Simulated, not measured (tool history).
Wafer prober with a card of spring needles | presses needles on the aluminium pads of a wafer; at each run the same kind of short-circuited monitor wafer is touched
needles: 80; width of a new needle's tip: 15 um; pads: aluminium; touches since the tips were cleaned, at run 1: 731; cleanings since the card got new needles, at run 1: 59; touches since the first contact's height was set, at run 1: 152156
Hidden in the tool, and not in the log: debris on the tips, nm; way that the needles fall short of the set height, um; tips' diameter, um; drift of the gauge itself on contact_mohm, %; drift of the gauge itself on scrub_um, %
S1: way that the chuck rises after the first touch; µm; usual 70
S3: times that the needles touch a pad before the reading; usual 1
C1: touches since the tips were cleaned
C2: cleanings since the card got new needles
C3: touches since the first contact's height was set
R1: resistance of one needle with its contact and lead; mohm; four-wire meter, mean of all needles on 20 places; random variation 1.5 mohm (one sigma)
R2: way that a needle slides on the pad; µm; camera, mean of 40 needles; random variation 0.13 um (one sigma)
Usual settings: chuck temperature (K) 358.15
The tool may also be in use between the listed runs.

{"run": 1, "hour": 0.0, "S1": 70, "chuck temperature (K)": 358.15, "S3": 1, "C1": 731, "C2": 59, "C3": 152156, "R1": 152, "R2": 17.95}
{"hour": 6.3, "done": "tips cleaned on abrasive film"}
{"run": 2, "hour": 9.2, "S1": 70, "chuck temperature (K)": 358.15, "S3": 1, "C1": 781, "C2": 60, "C3": 154606, "R1": 151, "R2": 18.11}
{"hour": 14.7, "done": "tips cleaned on abrasive film"}
{"hour": 22.9, "done": "tips cleaned on abrasive film"}
{"run": 3, "hour": 23.8, "S1": 70, "chuck temperature (K)": 353.15, "S3": 1, "C1": 239, "C2": 62, "C3": 158449, "R1": 141, "R2": 17.95}
{"hour": 31.2, "done": "tips cleaned on abrasive film"}
{"run": 4, "hour": 36.7, "S1": 54, "chuck temperature (K)": 353.15, "S3": 1, "C1": 1487, "C2": 63, "C3": 161895, "R1": 179, "R2": 13.19}
{"hour": 39.9, "done": "tips cleaned on abrasive film"}
{"run": 5, "hour": 43.9, "S1": 54, "chuck temperature (K)": 353.15, "S3": 1, "C1": 1062, "C2": 64, "C3": 163785, "R1": 174, "R2": 13.27}
{"hour": 49.0, "done": "tips cleaned on abrasive film"}
{"run": 6, "hour": 51.8, "S1": 54, "chuck temperature (K)": 353.15, "S3": 1, "C1": 747, "C2": 65, "C3": 165884, "R1": 162, "R2": 13.2}
{"hour": 57.4, "done": "tips cleaned on abrasive film"}
{"run": 7, "hour": 64.6, "S1": 54, "chuck temperature (K)": 353.15, "S3": 2, "C1": 1941, "C2": 66, "C3": 169304, "R1": 171, "R2": 12.91}
{"hour": 65.6, "done": "tips cleaned on abrasive film"}
{"hour": 73.6, "done": "tips cleaned on abrasive film"}
{"run": 8, "hour": 77.6, "S1": 70, "chuck temperature (K)": 350.15, "S3": 1, "C1": 1049, "C2": 68, "C3": 172719, "R1": 152, "R2": 17.63}
{"hour": 81.2, "done": "height of the first contact set anew"}
{"hour": 82.3, "done": "tips cleaned on abrasive film"}
{"run": 9, "hour": 86.7, "S1": 70, "chuck temperature (K)": 358.15, "S3": 1, "C1": 1185, "C2": 69, "C3": 1448, "R1": 151, "R2": 19.69}
{"hour": 90.6, "done": "tips cleaned on abrasive film"}
{"run": 10, "hour": 93.5, "S1": 82, "chuck temperature (K)": 363.15, "S3": 2, "C1": 787, "C2": 70, "C3": 3256, "R1": 138, "R2": 23.1}
{"hour": 98.7, "done": "tips cleaned on abrasive film"}
{"run": 11, "hour": 104.6, "S1": 70, "chuck temperature (K)": 383.15, "S3": 2, "C1": 1579, "C2": 71, "C3": 6200, "R1": 152, "R2": 19.62}
{"hour": 106.8, "done": "tips cleaned on abrasive film"}
{"hour": 115.2, "done": "tips cleaned on abrasive film"}
{"run": 12, "hour": 115.8, "S1": 60, "chuck temperature (K)": 326.15, "S3": 1, "C1": 150, "C2": 73, "C3": 9154, "R1": 138, "R2": 16.39}
{"hour": 123.5, "done": "tips cleaned on abrasive film"}
{"run": 13, "hour": 130.0, "S1": 60, "chuck temperature (K)": 326.15, "S3": 1, "C1": 1730, "C2": 74, "C3": 12933, "R1": 162, "R2": 16.65}
{"hour": 132.3, "done": "tips cleaned on abrasive film"}
{"run": 14, "hour": 139.5, "S1": 60, "chuck temperature (K)": 326.15, "S3": 1, "C1": 1924, "C2": 75, "C3": 15445, "R1": 165, "R2": 16.79}
{"hour": 140.4, "done": "tips cleaned on abrasive film"}
{"run": 15, "hour": 146.3, "S1": 70, "chuck temperature (K)": 302.15, "S3": 2, "C1": 1600, "C2": 76, "C3": 17268, "R1": 140, "R2": 19.33}
{"hour": 148.5, "done": "tips cleaned on abrasive film"}
{"run": 16, "hour": 153.2, "S1": 88, "chuck temperature (K)": 314.15, "S3": 1, "C1": 1250, "C2": 77, "C3": 19077, "R1": 137, "R2": 24.26}
{"hour": 156.9, "done": "tips cleaned on abrasive film"}
{"hour": 165.5, "done": "tips cleaned on abrasive film"}
{"run": 17, "hour": 167.1, "S1": 88, "chuck temperature (K)": 314.15, "S3": 1, "C1": 439, "C2": 79, "C3": 22755, "R1": 132, "R2": 24.51}
{"hour": 174.5, "done": "tips cleaned on abrasive film"}
{"run": 18, "hour": 178.2, "S1": 88, "chuck temperature (K)": 314.15, "S3": 1, "C1": 1015, "C2": 80, "C3": 25716, "R1": 136, "R2": 24.27}

Some steps in R1 between neighbouring runs. How much of each would the tool show without its hidden state too (settings, what came in, random variation), and how much is left for the hidden state, with any gauge scatter that isn't in both results?
Run 3 -> 4: S1 70 -> 54, tips cleaned on abrasive film. R1 +38 mohm: hidden state +34, all else +4.

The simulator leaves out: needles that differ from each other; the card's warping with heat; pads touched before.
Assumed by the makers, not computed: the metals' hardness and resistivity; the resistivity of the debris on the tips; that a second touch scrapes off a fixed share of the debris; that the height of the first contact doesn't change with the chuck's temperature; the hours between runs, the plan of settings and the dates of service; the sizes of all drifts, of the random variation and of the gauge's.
